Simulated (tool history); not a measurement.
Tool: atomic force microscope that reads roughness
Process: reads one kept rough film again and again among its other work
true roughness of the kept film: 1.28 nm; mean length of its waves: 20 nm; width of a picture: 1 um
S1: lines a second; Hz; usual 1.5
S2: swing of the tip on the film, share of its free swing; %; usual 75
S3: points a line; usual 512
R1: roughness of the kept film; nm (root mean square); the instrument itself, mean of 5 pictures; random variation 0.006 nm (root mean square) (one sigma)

Run 1, day 0: usual settings. Result: R1 1.097 nm (root mean square).
Run 2, day 0.296: usual settings but S1 1.96 Hz. Result: R1 1.081 nm (root mean square).
Run 3, day 0.504: usual settings but S1 1.96 Hz. Result: R1 1.071 nm (root mean square).
Run 4, day 0.825: usual settings but S1 1.96 Hz. Result: R1 1.079 nm (root mean square).
Run 5, day 1.112: usual settings but S1 1.96 Hz. Result: R1 1.078 nm (root mean square).
Run 6, day 1.5: usual settings. Result: R1 1.086 nm (root mean square).
Run 7, day 1.85: usual settings but S1 0.87 Hz. Result: R1 1.087 nm (root mean square).
Run 8, day 2.046: usual settings but S1 2.55 Hz. Result: R1 1.052 nm (root mean square).
Run 9, day 2.404: usual settings. Result: R1 1.077 nm (root mean square).
Run 10, day 2.779: usual settings. Result: R1 1.065 nm (root mean square).
Run 11, day 3.071: usual settings but S2 80 %. Result: R1 1.049 nm (root mean square).
Run 12, day 3.225: usual settings but S2 80 %. Result: R1 1.057 nm (root mean square).
Run 13, day 3.583: usual settings but S2 80 %. Result: R1 1.042 nm (root mean square).
Run 14, day 3.746: usual settings but S2 80 %. Result: R1 1.032 nm (root mean square).
Run 15, day 4.104: usual settings. Result: R1 1.054 nm (root mean square).
Run 16, day 4.312: usual settings. Result: R1 1.046 nm (root mean square).
Run 17, day 4.579: usual settings. Result: R1 1.025 nm (root mean square).
Run 18, day 4.771: usual settings but S3 454. Result: R1 1.046 nm (root mean square).
Run 19, day 5.038: usual settings but S3 454. Result: R1 1.019 nm (root mean square).
Run 20, day 5.267: usual settings but S3 454. Result: R1 1.029 nm (root mean square).
Run 21, day 5.571: usual settings but S2 87 %. Result: R1 0.999 nm (root mean square).
Run 22, day 5.838: usual settings but S2 87 %. Result: R1 0.993 nm (root mean square).
Run 23, day 6: usual settings but S2 87 %. Result: R1 0.998 nm (root mean square).
Run 24, day 6.3: usual settings but S2 81 %, S3 1007. Result: R1 1.015 nm (root mean square).
Run 25, day 6.579: usual settings but S2 81 %, S3 1007. Result: R1 1.017 nm (root mean square).
Run 26, day 6.746: usual settings but S2 78 %, S3 673. Result: R1 1.02 nm (root mean square).
Run 27, day 6.95: usual settings but S1 1.94 Hz, S2 78 %, S3 673. Result: R1 0.997 nm (root mean square).
Run 28, day 7.192: usual settings but S1 2.02 Hz, S2 79 %, S3 416. Result: R1 0.981 nm (root mean square).
Run 29, day 7.346: usual settings but S1 2.84 Hz, S2 69 %, S3 416. Result: R1 0.985 nm (root mean square).
Run 30, day 7.717: usual settings but S3 531. Result: R1 1.008 nm (root mean square).
Run 31, day 7.975: usual settings but S1 0.58 Hz, S2 59 %, S3 658. Result: R1 1.036 nm (root mean square).
Run 32, day 8.162: usual settings but S1 1.62 Hz, S2 55 %, S3 835. Result: R1 1.033 nm (root mean square).
Run 33, day 8.371: usual settings but S1 1.62 Hz, S2 56 %, S3 339. Result: R1 1.009 nm (root mean square).
Run 34, day 8.662: usual settings but S1 1.45 Hz, S2 56 %, S3 730. Result: R1 1.028 nm (root mean square).
Run 35, day 9.046: usual settings but S1 1.45 Hz, S2 56 %, S3 730. Result: R1 1.023 nm (root mean square).
Run 36, day 9.404: usual settings but S1 1.45 Hz, S2 56 %, S3 730. Result: R1 1.02 nm (root mean square).
Run 37, day 9.679: usual settings but S3 510. Result: R1 0.989 nm (root mean square).
At day 9.817: new tip fitted.
Run 38, day 9.95: usual settings but S2 85 %. Result: R1 1.09 nm (root mean square).
Run 39, day 10.196: usual settings but S1 1.16 Hz, S2 65 %, S3 698. Result: R1 1.147 nm (root mean square).
Run 40, day 10.562: usual settings but S2 74 %, S3 977. Result: R1 1.115 nm (root mean square).
Run 41, day 10.888: usual settings but S2 74 %, S3 977. Result: R1 1.116 nm (root mean square).
Run 42, day 11.175: usual settings but S2 74 %, S3 977. Result: R1 1.112 nm (root mean square).
Run 43, day 11.446: usual settings but S1 0.53 Hz, S2 61 %, S3 977. Result: R1 1.141 nm (root mean square).
Run 44, day 11.746: usual settings but S1 2.58 Hz, S2 83 %, S3 290. Result: R1 1.016 nm (root mean square).
Run 45, day 11.921: usual settings but S1 2.58 Hz, S2 83 %, S3 290. Result: R1 1.022 nm (root mean square).

Measured less the same run without the tool's hidden state. The same run-to-run variation is in both; the gauge's scatter may not be:
The hidden state here: radius of the tip, nm; height scale over the true one, %; drift of the gauge itself on roughness_nm, %.
run      R1
  1  -0.029
  2  -0.032
  3  -0.035
  4  -0.038
  5  -0.042
  6  -0.047
  7  -0.052
  8  -0.053
  9  -0.058
 10  -0.063
 11  -0.066
 12  -0.068
 13  -0.072
 14  -0.074
 15  -0.079
 16  -0.081
 17  -0.084
 18  -0.088
 19  -0.089
 20  -0.092
 21  -0.094
 22  -0.096
 23  -0.098
 24  -0.104
 25  -0.106
 26  -0.107
 27  -0.108
 28   -0.11
 29  -0.112
 30  -0.119
 31  -0.126
 32  -0.126
 33  -0.126
 34  -0.131
 35  -0.136
 36   -0.14
 37  -0.139
 38  -0.008
 39  -0.011
 40  -0.016
 41  -0.021
 42  -0.024
 43  -0.028
 44  -0.028
 45   -0.03
